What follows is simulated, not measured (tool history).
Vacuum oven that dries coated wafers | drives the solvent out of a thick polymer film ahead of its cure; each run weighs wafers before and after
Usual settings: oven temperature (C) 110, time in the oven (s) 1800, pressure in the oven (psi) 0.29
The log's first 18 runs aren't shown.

{"run": 19, "hour": 215.7, "oven temperature (C)": 107, "time in the oven (s)": 1980, "pressure in the oven (psi)": 0.364, "solvent left in the film (%)": 7.47}
{"run": 20, "hour": 224.2, "oven temperature (C)": 121, "time in the oven (s)": 1800, "pressure in the oven (psi)": 0.219, "solvent left in the film (%)": 3.78}
{"run": 21, "hour": 238.6, "oven temperature (C)": 121, "time in the oven (s)": 1800, "pressure in the oven (psi)": 0.219, "solvent left in the film (%)": 3.74}
{"run": 22, "hour": 247.2, "oven temperature (C)": 119, "time in the oven (s)": 960, "pressure in the oven (psi)": 0.29, "solvent left in the film (%)": 8.23}
{"run": 23, "hour": 254.6, "oven temperature (C)": 120, "time in the oven (s)": 1320, "pressure in the oven (psi)": 0.6, "solvent left in the film (%)": 7.31}
{"run": 24, "hour": 265.2, "oven temperature (C)": 101, "time in the oven (s)": 960, "pressure in the oven (psi)": 0.725, "solvent left in the film (%)": 15.03}
{"run": 25, "hour": 279.7, "oven temperature (C)": 96, "time in the oven (s)": 1200, "pressure in the oven (psi)": 0.524, "solvent left in the film (%)": 14.35}
{"run": 26, "hour": 290.5, "oven temperature (C)": 110, "time in the oven (s)": 2100, "pressure in the oven (psi)": 0.471, "solvent left in the film (%)": 7.01}
{"run": 27, "hour": 297.0, "oven temperature (C)": 98, "time in the oven (s)": 1560, "pressure in the oven (psi)": 0.248, "solvent left in the film (%)": 10.64}
{"run": 28, "hour": 311.0, "oven temperature (C)": 98, "time in the oven (s)": 1980, "pressure in the oven (psi)": 0.248, "solvent left in the film (%)": 9.33}
{"hour": 315.8, "done": "oven's thermocouples calibrated"}
{"run": 29, "hour": 325.4, "oven temperature (C)": 113, "time in the oven (s)": 1200, "pressure in the oven (psi)": 1.133, "solvent left in the film (%)": 12.11}
{"run": 30, "hour": 335.3, "oven temperature (C)": 104, "time in the oven (s)": 1800, "pressure in the oven (psi)": 0.205, "solvent left in the film (%)": 7.68}
{"run": 31, "hour": 346.9, "oven temperature (C)": 110, "time in the oven (s)": 1620, "pressure in the oven (psi)": 0.422, "solvent left in the film (%)": 7.9}
{"run": 32, "hour": 356.5, "oven temperature (C)": 99, "time in the oven (s)": 1440, "pressure in the oven (psi)": 0.422, "solvent left in the film (%)": 11.82}
{"run": 33, "hour": 363.4, "oven temperature (C)": 100, "time in the oven (s)": 1800, "pressure in the oven (psi)": 0.29, "solvent left in the film (%)": 9.41}
{"run": 34, "hour": 377.1, "oven temperature (C)": 100, "time in the oven (s)": 1800, "pressure in the oven (psi)": 0.29, "solvent left in the film (%)": 9.35}

3 ways to go on from here, each from the tool as it stands after run 34. What would each give?
{"run": "A", "hour": 387.1, "oven temperature (C)": 97, "time in the oven (s)": 3000, "pressure in the oven (psi)": 0.541, "solvent left in the film (%)": "?"}
{"run": "B", "hour": 387.1, "oven temperature (C)": 102, "time in the oven (s)": 1800, "pressure in the oven (psi)": 0.29, "solvent left in the film (%)": "?"}
{"run": "C", "hour": 387.1, "oven temperature (C)": 117, "time in the oven (s)": 2100, "pressure in the oven (psi)": 0.944, "solvent left in the film (%)": "?"}

run=A solvent_left_in_the_film_(%)=9.77
run=B solvent_left_in_the_film_(%)=8.84
run=C solvent_left_in_the_film_(%)=7.49
Without the tool's hidden state the same runs would have given:
run=A solvent_left_in_the_film_(%)=9.71
run=B solvent_left_in_the_film_(%)=8.79
run=C solvent_left_in_the_film_(%)=7.44
